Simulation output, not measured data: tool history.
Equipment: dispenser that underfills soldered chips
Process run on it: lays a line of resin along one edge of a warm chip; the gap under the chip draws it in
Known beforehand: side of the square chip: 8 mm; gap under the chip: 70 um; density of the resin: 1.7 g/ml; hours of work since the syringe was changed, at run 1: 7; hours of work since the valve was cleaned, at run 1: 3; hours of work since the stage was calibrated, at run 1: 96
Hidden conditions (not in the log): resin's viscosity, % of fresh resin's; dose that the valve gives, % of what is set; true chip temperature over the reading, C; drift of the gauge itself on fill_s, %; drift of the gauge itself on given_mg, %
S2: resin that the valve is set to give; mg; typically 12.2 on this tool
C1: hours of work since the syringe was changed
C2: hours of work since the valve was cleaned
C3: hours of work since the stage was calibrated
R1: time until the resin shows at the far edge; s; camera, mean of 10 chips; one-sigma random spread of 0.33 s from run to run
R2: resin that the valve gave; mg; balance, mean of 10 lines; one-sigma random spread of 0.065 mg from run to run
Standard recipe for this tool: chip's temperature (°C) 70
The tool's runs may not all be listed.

Run 1, hour 0: usual settings; C1 7; C2 3; C3 96. Result: R1 21.5 s, R2 12.37 mg.
At hour 4.3: new syringe of resin.
Run 2, hour 7.7: usual settings; C1 2; C2 7; C3 100. Result: R1 15.1 s, R2 12.2 mg.
Run 3, hour 12.8: usual settings; C1 5; C2 10; C3 103. Result: R1 19.1 s, R2 12.17 mg.
At hour 21: new syringe of resin.
Run 4, hour 21: usual settings but S2 10.6 mg; C1 0; C2 15; C3 108. Result: R1 13.8 s, R2 10.54 mg.
Run 5, hour 30.7: usual settings but S2 10.8 mg; C1 6; C2 21; C3 114. Result: R1 20.7 s, R2 10.6 mg.
At hour 37.1: new syringe of resin.
Run 6, hour 37.1: usual settings but S2 10.8 mg; C1 0; C2 24; C3 117. Result: R1 14.2 s, R2 10.47 mg.
Run 7, hour 42.1: usual settings but chip's temperature (°C) 59, S2 11.3 mg; C1 3; C2 27; C3 120. Result: R1 27 s, R2 11.14 mg.
Run 8, hour 51.3: usual settings but chip's temperature (°C) 59, S2 11.3 mg; C1 9; C2 33; C3 126. Result: R1 39.5 s, R2 11 mg.
At hour 53.4: new syringe of resin.
Run 9, hour 59.4: usual settings but chip's temperature (°C) 74, S2 12.1 mg; C1 4; C2 38; C3 131. Result: R1 14.8 s, R2 11.84 mg.
Run 10, hour 63.8: usual settings but chip's temperature (°C) 74, S2 12.1 mg; C1 6; C2 40; C3 133. Result: R1 17.7 s, R2 11.76 mg.

Here are 5 independent what-if runs from the current tool condition. What would each one return?
At hour 69.5: new syringe of resin.
Run A, hour 70.1: usual settings but chip's temperature (°C) 79, S2 14.7 mg; C1 0; C2 44; C3 137. Result: R1 ?, R2 ?.
At hour 69.5: new syringe of resin.
Run B, hour 70.1: usual settings but chip's temperature (°C) 74, S2 14.1 mg; C1 0; C2 44; C3 137. Result: R1 ?, R2 ?.
At hour 69.5: new syringe of resin.
Run C, hour 70.1: usual settings but chip's temperature (°C) 76, S2 15.4 mg; C1 0; C2 44; C3 137. Result: R1 ?, R2 ?.
At hour 69.5: new syringe of resin.
Run D, hour 70.1: usual settings but chip's temperature (°C) 63, S2 15.4 mg; C1 0; C2 44; C3 137. Result: R1 ?, R2 ?.
At hour 69.5: new syringe of resin.
Run E, hour 70.1: usual settings but chip's temperature (°C) 58, S2 12.1 mg; C1 0; C2 44; C3 137. Result: R1 ?, R2 ?.

run    R1     R2
  A    10  14.25
  B  11.9  13.62
  C  10.5  14.88
  D  18.3  14.79
  E  23.8  11.76
Take away the tool's hidden state, keep each run's random variation, and the runs would have read:
run    R1     R2
  A  10.1  14.72
  B  12.1  14.07
  C  10.6  15.37
  D  18.6  15.28
  E  24.2  12.15
